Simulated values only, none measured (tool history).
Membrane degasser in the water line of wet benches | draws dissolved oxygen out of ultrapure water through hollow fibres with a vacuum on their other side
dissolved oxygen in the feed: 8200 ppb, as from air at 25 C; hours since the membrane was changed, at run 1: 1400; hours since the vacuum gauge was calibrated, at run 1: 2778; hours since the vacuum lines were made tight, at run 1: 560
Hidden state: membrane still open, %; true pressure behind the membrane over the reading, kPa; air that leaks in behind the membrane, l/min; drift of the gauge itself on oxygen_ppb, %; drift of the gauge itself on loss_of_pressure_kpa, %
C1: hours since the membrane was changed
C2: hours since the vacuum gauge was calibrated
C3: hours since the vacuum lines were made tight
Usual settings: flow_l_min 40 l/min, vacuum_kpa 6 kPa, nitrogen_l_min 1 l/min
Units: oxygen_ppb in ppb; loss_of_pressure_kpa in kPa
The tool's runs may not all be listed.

{"run": 1, "day": 0.0, "flow_l_min": 40, "vacuum_kpa": 6, "nitrogen_l_min": 1, "C1": 1400, "C2": 2778, "C3": 560, "oxygen_ppb": 238.6, "loss_of_pressure_kpa": 32.97}
{"run": 2, "day": 1.925, "flow_l_min": 40, "vacuum_kpa": 6, "nitrogen_l_min": 1, "C1": 1446, "C2": 2824, "C3": 606, "oxygen_ppb": 239.3, "loss_of_pressure_kpa": 32.96}
{"run": 3, "day": 4.2, "flow_l_min": 58, "vacuum_kpa": 6, "nitrogen_l_min": 1, "C1": 1501, "C2": 2879, "C3": 661, "oxygen_ppb": 345.6, "loss_of_pressure_kpa": 48.31}
{"run": 4, "day": 5.812, "flow_l_min": 40, "vacuum_kpa": 6, "nitrogen_l_min": 1.73, "C1": 1539, "C2": 2917, "C3": 699, "oxygen_ppb": 156.2, "loss_of_pressure_kpa": 33.26}
{"run": 5, "day": 8.846, "flow_l_min": 40, "vacuum_kpa": 6, "nitrogen_l_min": 1.73, "C1": 1612, "C2": 2990, "C3": 772, "oxygen_ppb": 156.4, "loss_of_pressure_kpa": 33.37}
{"run": 6, "day": 12.304, "flow_l_min": 40, "vacuum_kpa": 6, "nitrogen_l_min": 1.73, "C1": 1695, "C2": 3073, "C3": 855, "oxygen_ppb": 157.6, "loss_of_pressure_kpa": 32.98}
{"run": 7, "day": 15.792, "flow_l_min": 40, "vacuum_kpa": 6, "nitrogen_l_min": 1.73, "C1": 1779, "C2": 3157, "C3": 939, "oxygen_ppb": 155.4, "loss_of_pressure_kpa": 33.31}
{"run": 8, "day": 17.996, "flow_l_min": 40, "vacuum_kpa": 6, "nitrogen_l_min": 1.16, "C1": 1832, "C2": 3210, "C3": 992, "oxygen_ppb": 214.3, "loss_of_pressure_kpa": 33.48}
{"run": 9, "day": 20.85, "flow_l_min": 40, "vacuum_kpa": 6, "nitrogen_l_min": 1.16, "C1": 1900, "C2": 3278, "C3": 1060, "oxygen_ppb": 214.1, "loss_of_pressure_kpa": 33.28}
{"run": 10, "day": 23.612, "flow_l_min": 59, "vacuum_kpa": 5.5, "nitrogen_l_min": 1, "C1": 1967, "C2": 3345, "C3": 1127, "oxygen_ppb": 309.8, "loss_of_pressure_kpa": 49.25}
{"run": 11, "day": 26.721, "flow_l_min": 33, "vacuum_kpa": 9.12, "nitrogen_l_min": 2, "C1": 2041, "C2": 3419, "C3": 1201, "oxygen_ppb": 225.3, "loss_of_pressure_kpa": 27.42}
{"run": 12, "day": 29.854, "flow_l_min": 40, "vacuum_kpa": 4.66, "nitrogen_l_min": 0.99, "C1": 2116, "C2": 3494, "C3": 1276, "oxygen_ppb": 137.8, "loss_of_pressure_kpa": 33.4}
{"run": 13, "day": 32.708, "flow_l_min": 41, "vacuum_kpa": 5.48, "nitrogen_l_min": 1.78, "C1": 2185, "C2": 3563, "C3": 1345, "oxygen_ppb": 132.7, "loss_of_pressure_kpa": 34.04}
{"run": 14, "day": 35.417, "flow_l_min": 41, "vacuum_kpa": 5.48, "nitrogen_l_min": 1.78, "C1": 2250, "C2": 3628, "C3": 1410, "oxygen_ppb": 131.7, "loss_of_pressure_kpa": 34.57}
{"run": 15, "day": 38.533, "flow_l_min": 27, "vacuum_kpa": 4.4, "nitrogen_l_min": 1.57, "C1": 2325, "C2": 3703, "C3": 1485, "oxygen_ppb": 52.8, "loss_of_pressure_kpa": 22.33}
{"run": 16, "day": 40.662, "flow_l_min": 31, "vacuum_kpa": 14.29, "nitrogen_l_min": 0.97, "C1": 2376, "C2": 3754, "C3": 1536, "oxygen_ppb": 698.1, "loss_of_pressure_kpa": 25.96}
{"run": 17, "day": 42.871, "flow_l_min": 43, "vacuum_kpa": 11.99, "nitrogen_l_min": 1, "C1": 2429, "C2": 3807, "C3": 1589, "oxygen_ppb": 716.2, "loss_of_pressure_kpa": 35.82}

Forecast each of these 5 alternatives for the next run:
{"run": "A", "day": 45.271, "flow_l_min": 40, "vacuum_kpa": 10.4, "nitrogen_l_min": 2.13, "C1": 2486, "C2": 3864, "C3": 1646, "oxygen_ppb": "?", "loss_of_pressure_kpa": "?"}
{"run": "B", "day": 45.271, "flow_l_min": 53, "vacuum_kpa": 10.79, "nitrogen_l_min": 1.08, "C1": 2486, "C2": 3864, "C3": 1646, "oxygen_ppb": "?", "loss_of_pressure_kpa": "?"}
{"run": "C", "day": 45.271, "flow_l_min": 48, "vacuum_kpa": 10.18, "nitrogen_l_min": 1.95, "C1": 2486, "C2": 3864, "C3": 1646, "oxygen_ppb": "?", "loss_of_pressure_kpa": "?"}
{"run": "D", "day": 45.271, "flow_l_min": 33, "vacuum_kpa": 13.28, "nitrogen_l_min": 1, "C1": 2486, "C2": 3864, "C3": 1646, "oxygen_ppb": "?", "loss_of_pressure_kpa": "?"}
{"run": "E", "day": 45.271, "flow_l_min": 40, "vacuum_kpa": 10.16, "nitrogen_l_min": 2.6, "C1": 2486, "C2": 3864, "C3": 1646, "oxygen_ppb": "?", "loss_of_pressure_kpa": "?"}

run=A oxygen_ppb=308.7 loss_of_pressure_kpa=33.68
run=B oxygen_ppb=710.5 loss_of_pressure_kpa=44.17
run=C oxygen_ppb=393 loss_of_pressure_kpa=40.31
run=D oxygen_ppb=658.3 loss_of_pressure_kpa=27.56
run=E oxygen_ppb=254.4 loss_of_pressure_kpa=33.6
Without the tool's hidden state the same runs would have given:
run=A oxygen_ppb=301.1 loss_of_pressure_kpa=32.96
run=B oxygen_ppb=695.1 loss_of_pressure_kpa=43.21
run=C oxygen_ppb=382.6 loss_of_pressure_kpa=39.45
run=D oxygen_ppb=648.5 loss_of_pressure_kpa=26.97
run=E oxygen_ppb=247.7 loss_of_pressure_kpa=32.87

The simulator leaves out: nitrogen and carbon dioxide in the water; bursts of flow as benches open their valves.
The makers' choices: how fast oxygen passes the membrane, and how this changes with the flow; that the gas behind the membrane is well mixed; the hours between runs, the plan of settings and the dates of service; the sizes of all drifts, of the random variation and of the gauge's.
